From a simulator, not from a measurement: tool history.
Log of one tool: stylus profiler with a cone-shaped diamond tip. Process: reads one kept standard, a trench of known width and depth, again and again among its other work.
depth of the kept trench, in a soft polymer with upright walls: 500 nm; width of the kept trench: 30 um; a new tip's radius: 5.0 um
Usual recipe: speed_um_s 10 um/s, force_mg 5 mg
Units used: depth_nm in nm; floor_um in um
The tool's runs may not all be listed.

| run | hour | speed_um_s | force_mg | depth_nm | floor_um |
|---|---|---|---|---|---|
| 1 | 0 | 10 | 5 | 503.15 | 24.27 |
| 2 | 73.3 | 10 | 5 | 503.35 | 24.27 |
| 3 | 164 | 10 | 13.48 | 507.66 | 24.19 |
|  | 182.6 | new tip fitted, height scale calibrated |
| 4 | 258.1 | 10 | 13.48 | 509.78 | 25.56 |
| 5 | 314.7 | 10 | 6.27 | 505.73 | 25.45 |
| 6 | 421.6 | 10 | 6.27 | 505.51 | 25.41 |
| 7 | 485.8 | 3 | 12.83 | 509.38 | 25.39 |
| 8 | 590.1 | 13 | 4.04 | 503.74 | 25.19 |
| 9 | 682.7 | 4 | 5.73 | 504.75 | 25.17 |
| 10 | 787.7 | 2 | 9.69 | 507.34 | 25.13 |
| 11 | 860.5 | 8 | 12.22 | 508.2 | 25.07 |

Table of differences, measured result less the result of that run with no hidden state. Run-to-run variation is the same in both. Gauge scatter possibly is not:
The hidden state here: radius of the tip, um; height scale over the true one, %; drift of the gauge itself on depth_nm, %; drift of the gauge itself on floor_um, %.
| run | depth_nm | floor_um |
|---|---|---|
| 1 | -1.9 | -1.34 |
| 2 | -1.99 | -1.4 |
| 3 | -2.14 | -1.46 |
| 4 | -0.14 | -0.09 |
| 5 | -0.22 | -0.14 |
| 6 | -0.35 | -0.23 |
| 7 | -0.43 | -0.28 |
| 8 | -0.57 | -0.37 |
| 9 | -0.69 | -0.44 |
| 10 | -0.82 | -0.52 |
| 11 | -0.92 | -0.57 |
